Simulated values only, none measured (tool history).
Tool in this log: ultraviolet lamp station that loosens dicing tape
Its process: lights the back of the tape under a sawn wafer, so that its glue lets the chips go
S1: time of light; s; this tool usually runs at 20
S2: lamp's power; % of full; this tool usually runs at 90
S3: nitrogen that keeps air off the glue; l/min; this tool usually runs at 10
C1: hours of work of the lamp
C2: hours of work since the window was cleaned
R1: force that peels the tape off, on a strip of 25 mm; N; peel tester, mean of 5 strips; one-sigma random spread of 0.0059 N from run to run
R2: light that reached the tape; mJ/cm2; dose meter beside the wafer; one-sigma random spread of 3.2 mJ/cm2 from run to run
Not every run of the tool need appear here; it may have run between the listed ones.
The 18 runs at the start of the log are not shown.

run 19 hour=647.8 | S1=20 S2=90 S3=19 | C1=1722 C2=69 | R1=0.121 R2=509
run 20 hour=673.8 | S1=20 S2=90 S3=19 | C1=1741 C2=88 | R1=0.119 R2=507
run 21 hour=724.4 | S1=20 S2=90 S3=19 | C1=1778 C2=125 | R1=0.129 R2=514
run 22 hour=760.7 | S1=20 S2=90 S3=19 | C1=1804 C2=151 | R1=0.127 R2=513
run 23 hour=800.4 | S1=20 S2=83 S3=10 | C1=1833 C2=180 | R1=0.172 R2=469
-- hour=817.3 lamp changed
run 24 hour=837.1 | S1=29 S2=71 S3=10 | C1=14 C2=206 | R1=0.126 R2=588
-- hour=860.9 window cleaned of glue's vapour
run 25 hour=864.6 | S1=29 S2=71 S3=10 | C1=34 C2=3 | R1=0.132 R2=588
run 26 hour=897.9 | S1=29 S2=70 S3=10 | C1=58 C2=27 | R1=0.131 R2=580
run 27 hour=924.9 | S1=34 S2=92 S3=5 | C1=78 C2=47 | R1=0.104 R2=891
run 28 hour=946.8 | S1=20 S2=79 S3=7 | C1=94 C2=63 | R1=0.241 R2=449
run 29 hour=998.5 | S1=35 S2=95 S3=6 | C1=132 C2=100 | R1=0.109 R2=943
run 30 hour=1046.6 | S1=39 S2=95 S3=6 | C1=167 C2=135 | R1=0.099 R2=1049
run 31 hour=1098.3 | S1=39 S2=95 S3=6 | C1=204 C2=173 | R1=0.089 R2=1058
run 32 hour=1124.8 | S1=39 S2=95 S3=6 | C1=223 C2=192 | R1=0.092 R2=1046
-- hour=1167.9 window cleaned of glue's vapour
run 33 hour=1174.0 | S1=39 S2=95 S3=6 | C1=259 C2=4 | R1=0.101 R2=1053
run 34 hour=1201.3 | S1=39 S2=95 S3=6 | C1=279 C2=24 | R1=0.105 R2=1051
run 35 hour=1224.0 | S1=20 S2=98 S3=10 | C1=295 C2=41 | R1=0.136 R2=556
run 36 hour=1265.3 | S1=26 S2=91 S3=10 | C1=325 C2=71 | R1=0.103 R2=676
run 37 hour=1291.9 | S1=19 S2=76 S3=4 | C1=345 C2=90 | R1=0.442 R2=412
run 38 hour=1341.8 | S1=19 S2=76 S3=4 | C1=381 C2=127 | R1=0.437 R2=405
run 39 hour=1367.3 | S1=19 S2=90 S3=8 | C1=400 C2=145 | R1=0.191 R2=484

5 ways to go on from here, each from the tool as it stands after run 39. What would each give?
run A hour=1397.9 | S1=10 S2=91 S3=16 | C1=422 C2=167 | R1=? R2=?
run B hour=1397.9 | S1=36 S2=90 S3=8 | C1=422 C2=167 | R1=? R2=?
run C hour=1397.9 | S1=27 S2=89 S3=11 | C1=422 C2=167 | R1=? R2=?
run D hour=1397.9 | S1=15 S2=87 S3=8 | C1=422 C2=167 | R1=? R2=?
run E hour=1397.9 | S1=10 S2=90 S3=10 | C1=422 C2=167 | R1=? R2=?

run=A R1=0.491 R2=262
run=B R1=0.104 R2=921
run=C R1=0.100 R2=681
run=D R1=0.334 R2=368
run=E R1=0.644 R2=259
With no hidden state in the tool, these same runs would have given:
run=A R1=0.490 R2=263
run=B R1=0.104 R2=922
run=C R1=0.100 R2=682
run=D R1=0.333 R2=369
run=E R1=0.642 R2=259
